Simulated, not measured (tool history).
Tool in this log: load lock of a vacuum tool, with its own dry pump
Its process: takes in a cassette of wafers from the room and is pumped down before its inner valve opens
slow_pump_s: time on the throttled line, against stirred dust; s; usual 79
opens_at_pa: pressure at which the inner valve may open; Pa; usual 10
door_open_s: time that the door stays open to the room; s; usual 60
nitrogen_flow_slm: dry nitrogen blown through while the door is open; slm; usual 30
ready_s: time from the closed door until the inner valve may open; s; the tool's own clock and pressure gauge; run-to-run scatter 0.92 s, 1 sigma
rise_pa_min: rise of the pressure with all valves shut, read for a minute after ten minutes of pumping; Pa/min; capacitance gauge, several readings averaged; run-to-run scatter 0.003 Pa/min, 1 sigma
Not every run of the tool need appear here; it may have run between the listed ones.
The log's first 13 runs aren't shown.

run	hour	slow_pump_s	opens_at_pa	door_open_s	nitrogen_flow_slm	hours that the pump has run since its overhaul	times that the door has closed on its seal	incoming humidity of the room's air, %	ready_s	rise_pa_min
14	1288.1	79	18	60	30	7326	5233	41.9	139.8	0.022
15	1365.9	79	18	60	30	7403	5473	44.7	140.1	0.025
16	1507.7	52	18	60	30	7545	5909	43.9	120.1	0.027
17	1592	79	10	60	28	7630	6169	42.8	145.5	0.019
18	1656.3	79	10	60	28	7694	6367	46.4	145.2	0.027
19	1739.8	79	10	45	30	7777	6624	49.5	145.8	0.023
20	1849.3	79	10	135	30	7887	6961	44.3	146.2	0.03
21	1917.7	63	18	60	30	7955	7171	43.4	126.6	0.02
22	2023.2	79	12	44	6	8061	7496	41.3	144.2	0.035
23	2153.3	79	12	95	6	8191	7896	44.2	144.6	0.044
24	2286.1	73	17	63	6	8324	8305	45.2	136.6	0.043
25	2415.9	134	8	63	6	8453	8704	43.9	189.6	0.046
26	2537.7	79	11	66	30	8575	9079	46.7	144	0.02
27	2666.1	79	11	66	30	8704	9474	46.4	144.5	0.027
28	2809.7	93	11	66	30	8847	9916	42.2	153.7	0.024
29	2926.3	48	10	60	5	8964	10275	43	123.1	0.042
30	3046.4	48	10	60	5	9084	10644	44.5	123.3	0.042
31	3134.6	48	10	60	5	9172	10916	45.7	123.9	0.052
32	3193.7	48	10	134	5	9231	11097	42	124.5	0.064
33	3295.7	48	10	134	5	9333	11411	43.6	122.4	0.059
34	3398.5	82	12	60	30	9436	11728	41.7	145.8	0.016
35	3535.5	82	12	60	30	9573	12149	46.1	145	0.026
36	3677.8	82	12	60	30	9715	12587	45.6	145.3	0.02

Branching from run 36: 5 alternative next runs. What would each branch give?
A	3796.3	94	19	60	21	9834	12952	44.6	?	?
B	3796.3	79	10	60	45	9834	12952	45.4	?	?
C	3796.3	76	12	60	30	9834	12952	44	?	?
D	3796.3	105	12	60	25	9834	12952	45	?	?
E	3796.3	79	10	96	17	9834	12952	42	?	?

run	ready_s	rise_pa_min
A	149.3	0.034
B	144.2	0.018
C	140.5	0.025
D	160.5	0.028
E	145.6	0.038
Had the tool no hidden state, the same runs would have come out as:
run	ready_s	rise_pa_min
A	149.2	0.033
B	144.1	0.017
C	140.4	0.025
D	160.4	0.027
E	145.5	0.038

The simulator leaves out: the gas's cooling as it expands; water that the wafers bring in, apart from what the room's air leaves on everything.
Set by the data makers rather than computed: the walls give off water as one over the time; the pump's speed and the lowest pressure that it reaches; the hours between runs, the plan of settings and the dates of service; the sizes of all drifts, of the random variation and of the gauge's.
